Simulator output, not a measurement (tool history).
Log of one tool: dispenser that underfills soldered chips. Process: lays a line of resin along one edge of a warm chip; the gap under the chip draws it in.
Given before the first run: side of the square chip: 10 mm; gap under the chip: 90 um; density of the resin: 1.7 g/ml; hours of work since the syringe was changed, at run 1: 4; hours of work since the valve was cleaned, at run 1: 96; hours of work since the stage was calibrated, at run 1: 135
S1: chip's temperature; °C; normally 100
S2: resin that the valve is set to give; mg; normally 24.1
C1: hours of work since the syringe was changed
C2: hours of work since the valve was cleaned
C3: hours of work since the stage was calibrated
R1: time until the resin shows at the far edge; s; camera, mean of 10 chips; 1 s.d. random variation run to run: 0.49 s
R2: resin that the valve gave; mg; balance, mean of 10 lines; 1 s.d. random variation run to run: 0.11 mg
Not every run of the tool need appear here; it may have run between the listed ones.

{"run": 1, "hour": 0.0, "S1": 100, "S2": 24.1, "C1": 4, "C2": 96, "C3": 135, "R1": 53.6, "R2": 22.88}
{"hour": 2.6, "done": "new syringe of resin"}
{"run": 2, "hour": 3.5, "S1": 100, "S2": 29.1, "C1": 1, "C2": 98, "C3": 137, "R1": 40.5, "R2": 27.79}
{"run": 3, "hour": 8.5, "S1": 96, "S2": 29.1, "C1": 4, "C2": 101, "C3": 140, "R1": 57.1, "R2": 27.61}
{"hour": 12.1, "done": "new syringe of resin"}
{"run": 4, "hour": 13.6, "S1": 100, "S2": 24.1, "C1": 1, "C2": 104, "C3": 143, "R1": 42.7, "R2": 23.02}
{"run": 5, "hour": 18.8, "S1": 89, "S2": 24.1, "C1": 4, "C2": 107, "C3": 146, "R1": 74.8, "R2": 22.6}
{"hour": 21.2, "done": "new syringe of resin"}
{"run": 6, "hour": 21.9, "S1": 100, "S2": 24.1, "C1": 0, "C2": 109, "C3": 148, "R1": 39.1, "R2": 22.9}
{"run": 7, "hour": 25.7, "S1": 107, "S2": 28, "C1": 3, "C2": 111, "C3": 150, "R1": 39.8, "R2": 26.66}
{"hour": 30.2, "done": "new syringe of resin"}
{"run": 8, "hour": 30.7, "S1": 107, "S2": 28, "C1": 0, "C2": 114, "C3": 153, "R1": 32.5, "R2": 26.28}
{"run": 9, "hour": 36.7, "S1": 93, "S2": 27.1, "C1": 4, "C2": 118, "C3": 157, "R1": 64, "R2": 25.55}
{"hour": 39.5, "done": "new syringe of resin"}
{"run": 10, "hour": 40.0, "S1": 93, "S2": 27.1, "C1": 0, "C2": 120, "C3": 159, "R1": 47.7, "R2": 25.42}
{"run": 11, "hour": 45.9, "S1": 93, "S2": 27.1, "C1": 4, "C2": 123, "C3": 162, "R1": 62.4, "R2": 25.35}
{"hour": 48.5, "done": "new syringe of resin"}
{"run": 12, "hour": 50.3, "S1": 107, "S2": 26.1, "C1": 1, "C2": 126, "C3": 165, "R1": 35.1, "R2": 24.52}

What if the next run were any one of these 3? Each begins from the tool's condition after run 12:
{"run": "A", "hour": 53.4, "S1": 88, "S2": 21.8, "C1": 3, "C2": 128, "C3": 167, "R1": "?", "R2": "?"}
{"run": "B", "hour": 53.4, "S1": 113, "S2": 25.8, "C1": 3, "C2": 128, "C3": 167, "R1": "?", "R2": "?"}
{"run": "C", "hour": 53.4, "S1": 108, "S2": 26.1, "C1": 3, "C2": 128, "C3": 167, "R1": "?", "R2": "?"}

run=A R1=69.6 R2=20.33
run=B R1=35.3 R2=24.15
run=C R1=40.2 R2=24.55
Stripped of hidden state, with their random variation kept, the same runs would have yielded:
run=A R1=53.8 R2=21.69
run=B R1=27.4 R2=25.75
run=C R1=31.3 R2=26.19
